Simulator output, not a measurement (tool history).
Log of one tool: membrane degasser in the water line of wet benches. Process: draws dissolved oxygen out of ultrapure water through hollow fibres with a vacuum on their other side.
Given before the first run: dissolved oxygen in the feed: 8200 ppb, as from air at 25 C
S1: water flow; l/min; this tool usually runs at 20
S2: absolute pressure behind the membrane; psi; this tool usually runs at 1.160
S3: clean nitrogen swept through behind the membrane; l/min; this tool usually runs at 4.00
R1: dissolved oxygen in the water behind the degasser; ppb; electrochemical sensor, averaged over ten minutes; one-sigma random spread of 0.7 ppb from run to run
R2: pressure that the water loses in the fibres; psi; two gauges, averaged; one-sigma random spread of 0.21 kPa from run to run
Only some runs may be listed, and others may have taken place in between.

{"run": 1, "day": 0.0, "S1": 20, "S2": 1.16, "S3": 4.0, "R1": 64.7, "R2": 6.738}
{"run": 2, "day": 4.258, "S1": 20, "S2": 1.16, "S3": 11.35, "R1": 27.5, "R2": 6.75}
{"run": 3, "day": 8.975, "S1": 20, "S2": 1.16, "S3": 11.35, "R1": 26.4, "R2": 6.788}
{"run": 4, "day": 13.688, "S1": 20, "S2": 1.16, "S3": 3.15, "R1": 79.3, "R2": 6.804}
{"run": 5, "day": 17.392, "S1": 20, "S2": 2.441, "S3": 3.15, "R1": 213.3, "R2": 6.776}
{"run": 6, "day": 23.012, "S1": 20, "S2": 1.16, "S3": 9.07, "R1": 31.9, "R2": 6.763}
{"run": 7, "day": 28.158, "S1": 20, "S2": 1.16, "S3": 9.07, "R1": 31.7, "R2": 6.734}
{"run": 8, "day": 33.721, "S1": 21, "S2": 1.16, "S3": 4.0, "R1": 67.1, "R2": 7.136}
{"run": 9, "day": 36.65, "S1": 21, "S2": 1.16, "S3": 4.0, "R1": 67.4, "R2": 7.111}
{"run": 10, "day": 42.204, "S1": 21, "S2": 1.16, "S3": 4.0, "R1": 67.5, "R2": 7.15}
{"run": 11, "day": 46.383, "S1": 21, "S2": 1.16, "S3": 4.0, "R1": 66.8, "R2": 7.107}
{"run": 12, "day": 48.917, "S1": 21, "S2": 1.16, "S3": 4.0, "R1": 67.9, "R2": 7.133}
{"run": 13, "day": 51.658, "S1": 21, "S2": 1.16, "S3": 4.41, "R1": 61.7, "R2": 7.085}
{"run": 14, "day": 56.492, "S1": 21, "S2": 1.16, "S3": 4.41, "R1": 62.0, "R2": 7.073}
{"run": 15, "day": 59.042, "S1": 21, "S2": 1.16, "S3": 4.41, "R1": 62.3, "R2": 7.158}
{"run": 16, "day": 63.812, "S1": 21, "S2": 1.16, "S3": 4.41, "R1": 61.3, "R2": 7.063}
{"run": 17, "day": 69.329, "S1": 21, "S2": 1.16, "S3": 4.41, "R1": 61.5, "R2": 7.121}
{"run": 18, "day": 73.008, "S1": 21, "S2": 2.899, "S3": 4.41, "R1": 197.9, "R2": 7.126}
{"run": 19, "day": 76.067, "S1": 20, "S2": 1.929, "S3": 4.0, "R1": 127.5, "R2": 6.769}
{"run": 20, "day": 80.312, "S1": 20, "S2": 1.846, "S3": 6.48, "R1": 76.9, "R2": 6.77}
{"run": 21, "day": 86.0, "S1": 12, "S2": 1.846, "S3": 3.32, "R1": 85.6, "R2": 4.081}
{"run": 22, "day": 90.583, "S1": 20, "S2": 2.895, "S3": 4.27, "R1": 194.0, "R2": 6.767}
{"run": 23, "day": 96.704, "S1": 29, "S2": 1.16, "S3": 2.91, "R1": 124.2, "R2": 9.85}
{"run": 24, "day": 99.354, "S1": 29, "S2": 1.16, "S3": 2.91, "R1": 124.5, "R2": 9.831}
{"run": 25, "day": 105.512, "S1": 21, "S2": 1.111, "S3": 3.06, "R1": 80.1, "R2": 7.137}
{"run": 26, "day": 108.821, "S1": 14, "S2": 2.226, "S3": 3.8, "R1": 112.2, "R2": 4.743}
{"run": 27, "day": 112.429, "S1": 14, "S2": 2.226, "S3": 3.8, "R1": 109.0, "R2": 4.747}
{"run": 28, "day": 118.196, "S1": 28, "S2": 2.226, "S3": 3.8, "R1": 219.9, "R2": 9.497}
{"run": 29, "day": 122.938, "S1": 19, "S2": 1.959, "S3": 4.62, "R1": 108.4, "R2": 6.374}
{"run": 30, "day": 129.079, "S1": 20, "S2": 1.078, "S3": 4.78, "R1": 48.5, "R2": 6.767}
{"run": 31, "day": 133.158, "S1": 23, "S2": 1.001, "S3": 4.0, "R1": 59.2, "R2": 7.813}
{"run": 32, "day": 137.192, "S1": 19, "S2": 1.001, "S3": 1.93, "R1": 91.8, "R2": 6.467}

Missing from the log above: 1 entry noted between runs. For each, name the pair of listed runs it sits between and say how the tool's hidden condition differs from the listed run just before to the listed run just after:
In the gap between runs 24 and 25: vacuum gauge calibrated (day 102.458)
  no hidden state differs between the two runs

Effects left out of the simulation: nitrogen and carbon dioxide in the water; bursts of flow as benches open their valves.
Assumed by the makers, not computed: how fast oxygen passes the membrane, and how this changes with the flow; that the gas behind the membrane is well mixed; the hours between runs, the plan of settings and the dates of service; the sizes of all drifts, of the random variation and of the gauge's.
